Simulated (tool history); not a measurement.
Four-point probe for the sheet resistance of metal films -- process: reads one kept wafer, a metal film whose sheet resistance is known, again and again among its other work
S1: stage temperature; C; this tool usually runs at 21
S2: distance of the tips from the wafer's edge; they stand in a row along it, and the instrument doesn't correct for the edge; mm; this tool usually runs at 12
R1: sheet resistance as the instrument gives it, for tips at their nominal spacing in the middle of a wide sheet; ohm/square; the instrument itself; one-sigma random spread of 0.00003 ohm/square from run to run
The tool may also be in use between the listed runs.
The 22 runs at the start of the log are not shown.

run,hour,S1,S2,R1
23,1531,29,4,0.151616
24,1595.9,22,20,0.150077
25,1663.9,19,6,0.151049
26,1746.4,24,12,0.15005
27,1808.1,21,7,0.15065
28,1855.2,23,66,0.1498
29,1918.1,27,66,0.149663
30,1975.4,27,66,0.149667

Branching from run 30: 4 alternative next runs. What would each branch give?
A,2064.8,24,57,?
B,2064.8,31,25,?
C,2064.8,27,6,?
D,2064.8,30,12,?

run,R1
A,0.149758
B,0.149467
C,0.150533
D,0.149676
With no hidden state in the tool, these same runs would have given:
run,R1
A,0.151334
B,0.151038
C,0.152116
D,0.151249
